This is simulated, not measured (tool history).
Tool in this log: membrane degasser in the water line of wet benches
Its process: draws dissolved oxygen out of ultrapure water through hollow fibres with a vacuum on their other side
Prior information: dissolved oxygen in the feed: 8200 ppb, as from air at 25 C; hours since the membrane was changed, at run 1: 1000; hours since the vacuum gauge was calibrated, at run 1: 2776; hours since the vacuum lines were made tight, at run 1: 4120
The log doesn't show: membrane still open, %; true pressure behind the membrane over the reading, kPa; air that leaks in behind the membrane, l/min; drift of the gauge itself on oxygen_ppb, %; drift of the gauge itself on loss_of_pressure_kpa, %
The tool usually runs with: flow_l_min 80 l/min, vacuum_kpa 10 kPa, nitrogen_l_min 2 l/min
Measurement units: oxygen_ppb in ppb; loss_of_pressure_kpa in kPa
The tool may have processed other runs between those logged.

run    hour  flow_l_min  vacuum_kpa  nitrogen_l_min  hours since the membrane was changed  hours since the vacuum gauge was calibrated  hours since the vacuum lines were made tight  oxygen_ppb  loss_of_pressure_kpa
  1       0          80          10               2                                  1000                                         2776                                          4120       569.2                 58.71
  2   162.9          80          10            1.03                                  1163                                         2939                                          4282       873.4                  58.7
  3   389.1          80          10            1.03                                  1389                                         3165                                          4509       875.4                 58.99
  4   520.4          80          10            1.03                                  1520                                         3297                                          4640       877.8                 59.07
  5   700.5          80          10            1.03                                  1701                                         3477                                          4820       880.7                 59.25
  6   919.1          80          10            1.03                                  1919                                         3695                                          5039       876.6                  59.4
  7  1121.4          80         6.1               2                                  2122                                         3898                                          5241       285.7                  59.4
     1233.1  -- vacuum gauge calibrated
  8  1318.3          80          10               2                                  2318                                           85                                          5437         562                 59.31
  9  1454.8         115          10               4                                  2454                                          222                                          5574       536.1                 86.57
 10  1675.2          82          10               2                                  2675                                          442                                          5794       581.1                 61.92
 11  1783.9          79        10.5               2                                  2784                                          551                                          5903       596.6                 59.97
 12  2023.6          80        16.8            1.94                                  3023                                          791                                          6143      1050.8                 60.19
 13  2150.4         102        23.4            5.84                                  3150                                          917                                          6269         838                 77.53
 14  2376.5          56        13.6            5.73                                  3376                                         1143                                          6496       254.8                 42.43
     2621.4  -- seals of the vacuum lines changed
 15  2621.4         101         8.5            5.73                                  3619                                         1386                                             0       317.2                 76.98

Here are 5 independent what-if runs from the current tool condition. What would each one return?
  A  2873.9          80          10             2.6                                  3871                                         1639                                           252           ?                     ?
  B  2873.9          80        10.4            1.66                                  3871                                         1639                                           252           ?                     ?
  C  2873.9          96         8.5            5.73                                  3871                                         1639                                           252           ?                     ?
  D  2873.9          57         8.5            2.35                                  3871                                         1639                                           252           ?                     ?
  E  2873.9          80          10            2.49                                  3871                                         1639                                           252           ?                     ?

run  oxygen_ppb  loss_of_pressure_kpa
  A       478.9                 61.09
  B       684.7                 61.26
  C       296.2                 73.44
  D       291.7                 43.86
  E       493.5                 61.55
Without the tool's unlogged condition, the same runs would have read:
run  oxygen_ppb  loss_of_pressure_kpa
  A       462.8                 57.86
  B       668.1                 58.03
  C       273.3                 69.58
  D       283.9                 41.56
  E       477.4                 58.31
